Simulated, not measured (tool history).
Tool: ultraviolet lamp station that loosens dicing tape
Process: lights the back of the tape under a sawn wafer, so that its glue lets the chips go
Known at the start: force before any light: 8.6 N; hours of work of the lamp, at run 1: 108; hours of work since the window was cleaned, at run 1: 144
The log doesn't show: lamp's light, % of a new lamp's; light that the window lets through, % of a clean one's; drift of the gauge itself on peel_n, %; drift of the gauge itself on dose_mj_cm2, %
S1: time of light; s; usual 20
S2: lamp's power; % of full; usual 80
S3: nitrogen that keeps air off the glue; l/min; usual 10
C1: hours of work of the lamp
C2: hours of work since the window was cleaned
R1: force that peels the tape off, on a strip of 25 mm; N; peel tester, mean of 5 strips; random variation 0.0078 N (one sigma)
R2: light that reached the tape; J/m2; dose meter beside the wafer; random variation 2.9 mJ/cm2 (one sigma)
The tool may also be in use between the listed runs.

run    hour  S1  S2  S3   C1   C2     R1    R2
  1     0.0  20  80  10  108  144  0.295  4200
  2    38.4  20  80  16  125  161  0.253  4160
  3    71.6  20  80  19  140  176  0.264  4210
  4   128.4  20  80  19  166  202  0.253  4170
  5   165.5  20  80  15  183  219  0.269  4210
      171.3  -- window cleaned of glue's vapour
  6   210.6  20  61  10  203   18  0.478  3160
  7   263.4  20  61  10  227   42  0.460  3250
  8   306.8  20  68  10  247   62  0.396  3550
  9   355.3  20  68  10  269   84  0.388  3620
 10   405.0  20  80  10  292  106  0.302  4210
 11   438.9  20  80  10  307  122  0.295  4270
 12   495.7  31  80  10  333  148  0.219  6450
 13   546.6  31  80  10  356  171  0.219  6470
 14   587.8  31  80  10  375  189  0.211  6470
 15   623.9  31  80   4  391  206  0.240  6480
      658.2  -- window cleaned of glue's vapour
 16   669.0  15  80  10  411    5  0.488  3190
 17   725.6  15  80  10  437   31  0.495  3100
 18   770.8  15  75  10  458   51  0.552  2950
 19   816.7  20  99  10  479   72  0.241  5190
 20   872.9  20  80  10  504   98  0.305  4180
 21   919.4  20  80  10  525  119  0.294  4230
 22   977.6  27  80  10  552  145  0.227  5660
 23  1005.0  20  84  10  564  158  0.279  4350
 24  1048.4  40  76  10  584  177  0.217  8070
 25  1081.7  27  73  10  599  193  0.249  5170
 26  1122.5  14  80  10  618  211  0.563  2940
     1148.4  -- window cleaned of glue's vapour
 27  1162.4  17  81  11  636    6  0.372  3630
 28  1218.0  20  80  17  661   32  0.264  4170
 29  1243.2  27  80  10  672   43  0.230  5690
 30  1278.9  21  82   5  689   59  0.364  4550
 31  1321.3  21  82   5  708   79  0.353  4510
 32  1377.3  14  84   5  733  104  0.780  3070
     1428.7  -- lamp changed
 33  1430.2  14  84   5    1  128  0.749  3090
 34  1465.0  16  73  14   17  144  0.438  3060
 35  1519.2  20  70  19   41  168  0.283  3640
 36  1571.8  22  63   3   65  192  0.747  3650
 37  1625.9  14  81  12   90  217  0.500  2980
     1637.1  -- window cleaned of glue's vapour
 38  1664.4  16  68  14  107   12  0.509  2810
 39  1710.4  16  68  14  128   33  0.510  2850
 40  1753.0  16  83   3  147   53  0.810  3480
 41  1795.2  18  74   3  166   72  0.842  3550
 42  1852.5  18  74   3  192   98  0.817  3500
 43  1879.0  38  74   3  205  110  0.245  7420
 44  1932.7  28  65   5  229  134  0.331  4780

3 ways to go on from here, each from the tool as it stands after run 44. What would each give?
  A  1991.0  14  76  14  255  161   ?   ?
  B  1991.0  20  95  15  255  161   ?   ?
  C  1991.0  38  65  14  255  161   ?   ?

run     R1    R2
  A  0.509  2790
  B  0.234  4990
  C  0.213  6520
Without the tool's hidden state the same runs would have given:
run     R1    R2
  A  0.507  2800
  B  0.234  5000
  C  0.213  6530

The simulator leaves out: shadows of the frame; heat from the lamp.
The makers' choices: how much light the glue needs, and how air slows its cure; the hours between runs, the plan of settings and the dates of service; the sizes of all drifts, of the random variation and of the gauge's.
